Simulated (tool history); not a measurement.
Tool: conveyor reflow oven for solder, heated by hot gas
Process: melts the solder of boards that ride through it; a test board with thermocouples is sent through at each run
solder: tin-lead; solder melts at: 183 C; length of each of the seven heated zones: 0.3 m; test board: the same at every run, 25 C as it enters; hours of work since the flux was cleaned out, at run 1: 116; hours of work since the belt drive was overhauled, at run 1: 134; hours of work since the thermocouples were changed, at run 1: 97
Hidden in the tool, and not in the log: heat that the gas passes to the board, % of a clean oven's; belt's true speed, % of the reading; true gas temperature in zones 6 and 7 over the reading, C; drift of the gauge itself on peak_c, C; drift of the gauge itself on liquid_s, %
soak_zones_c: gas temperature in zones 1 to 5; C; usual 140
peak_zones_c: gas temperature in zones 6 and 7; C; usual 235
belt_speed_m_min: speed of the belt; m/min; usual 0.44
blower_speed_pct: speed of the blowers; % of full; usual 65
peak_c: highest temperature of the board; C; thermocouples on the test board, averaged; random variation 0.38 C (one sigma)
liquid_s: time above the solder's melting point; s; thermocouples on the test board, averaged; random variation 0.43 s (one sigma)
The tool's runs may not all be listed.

run   hour  soak_zones_c  peak_zones_c  belt_speed_m_min  blower_speed_pct  hours of work since the flux was cleaned out  hours of work since the belt drive was overhauled  hours of work since the thermocouples were changed  peak_c  liquid_s
  1      0           140           235              0.44                65                                           116                                                134                                                  97   213.7      58.1
  2    4.9           140           235              0.44                74                                           119                                                138                                                 101   216.4      61.1
  3   10.8           140           240              0.44                74                                           124                                                142                                                 105   220.8      64.6
  4     19           140           240              0.44                74                                           130                                                149                                                 111   221.3        64
  5   25.4           140           249              0.44                74                                           135                                                153                                                 116   228.5        70
  6   33.2           140           249              0.44                67                                           141                                                159                                                 122   226.7      68.7
  7   37.1           140           235              0.44                65                                           144                                                162                                                 125   213.6      58.2
  8   43.7           140           235              0.44                65                                           149                                                167                                                 130   213.9      57.9
  9     52           140           236              0.44                65                                           155                                                173                                                 136   214.3      58.5
 10   56.2           140           227              0.44                65                                           158                                                176                                                 139   206.4      51.1
 11   60.1           140           227              0.44                65                                           161                                                179                                                 142   206.7      50.1
 12   66.1           140           227              0.44                75                                           165                                                184                                                 147   209.8      55.1
 13   70.8           140           227              0.44                75                                           169                                                187                                                 150     210        55
 14   74.8           140           227              0.44                75                                           172                                                190                                                 153   209.7        55
 15   80.3           145           240             0.357                56                                           176                                                195                                                 157   221.6      84.6
 16   89.2           140           235             0.351                65                                           183                                                201                                                 164     220      81.7
      93.9  -- belt drive overhauled, speed set with a stopwatch
 17    101           140           235              0.44                55                                           189                                                  5                                                 170   209.4      53.3
 18  107.8           140           240              0.39                65                                           194                                                 10                                                 175   221.6      74.3
 19  115.3           140           230             0.391                66                                           199                                                 16                                                 181   213.2        66
 20  119.2           146           235             0.442                65                                           202                                                 19                                                 184   214.4      61.2
 21  125.5           140           235             0.405                88                                           207                                                 24                                                 188     222      72.5
 22  134.2           133           232              0.44                73                                           214                                                 30                                                 195   212.3      54.2

Run 23 comes next. What will it give?
       139  -- belt drive overhauled, speed set with a stopwatch, once more
 23  143.3           133           232              0.44                73                                           217                                                  3                                                 199       ?         ?

Run 23 gave peak_c 210.9 C, liquid_s 54.2 s.
Without the tool's hidden state the same run would have given peak_c 214.4 C, liquid_s 58.1 s.
